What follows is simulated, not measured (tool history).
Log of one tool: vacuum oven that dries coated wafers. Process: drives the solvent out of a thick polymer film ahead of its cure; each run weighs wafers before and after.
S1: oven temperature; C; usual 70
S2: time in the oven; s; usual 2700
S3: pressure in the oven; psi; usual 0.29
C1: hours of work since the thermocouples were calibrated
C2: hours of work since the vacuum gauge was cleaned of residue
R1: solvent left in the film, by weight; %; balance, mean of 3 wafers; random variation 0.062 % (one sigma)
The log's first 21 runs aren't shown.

| run | hour | S1 | S2 | S3 | C1 | C2 | R1 |
|---|---|---|---|---|---|---|---|
| 22 | 1112 | 56 | 2760 | 1.15 | 676 | 1085 | 11.57 |
| 23 | 1147.5 | 80 | 3060 | 0.245 | 696 | 1104 | 0.56 |
| 24 | 1185.9 | 70 | 2160 | 0.187 | 717 | 1125 | 4.79 |
| 25 | 1247.6 | 70 | 2160 | 0.187 | 750 | 1159 | 4.83 |
| 26 | 1327.8 | 70 | 2160 | 0.187 | 794 | 1202 | 4.8 |
| 27 | 1387.7 | 70 | 2160 | 0.187 | 826 | 1235 | 4.68 |
| 28 | 1448.3 | 70 | 1740 | 0.187 | 859 | 1268 | 6.04 |
| 29 | 1485.7 | 70 | 1740 | 0.187 | 880 | 1288 | 6.05 |
|  | 1526 | vacuum gauge cleaned of residue and calibrated |
| 30 | 1535.5 | 70 | 1740 | 0.187 | 906 | 5 | 6.19 |
| 31 | 1591 | 70 | 1740 | 0.187 | 936 | 35 | 6.12 |
| 32 | 1631.7 | 63 | 3720 | 0.171 | 958 | 57 | 4.65 |
| 33 | 1691 | 63 | 3720 | 0.171 | 990 | 90 | 4.51 |
| 34 | 1727.9 | 73 | 3060 | 0.323 | 1010 | 110 | 2.03 |
| 35 | 1795.7 | 81 | 1500 | 0.976 | 1047 | 147 | 3.14 |

5 ways to go on from here, each from the tool as it stands after run 35. What would each give?
| A | 1837.1 | 68 | 2040 | 0.686 | 1070 | 169 | ? |
| B | 1837.1 | 73 | 2700 | 0.976 | 1070 | 169 | ? |
| C | 1837.1 | 69 | 1980 | 0.245 | 1070 | 169 | ? |
| D | 1837.1 | 74 | 4080 | 0.29 | 1070 | 169 | ? |
| E | 1837.1 | 77 | 1500 | 0.976 | 1070 | 169 | ? |

| run | R1 |
|---|---|
| A | 6.61 |
| B | 3.21 |
| C | 5.82 |
| D | 0.95 |
| E | 4.73 |
Without the tool's hidden state the same runs would have given:
| run | R1 |
|---|---|
| A | 6.65 |
| B | 3.24 |
| C | 5.86 |
| D | 0.96 |
| E | 4.76 |
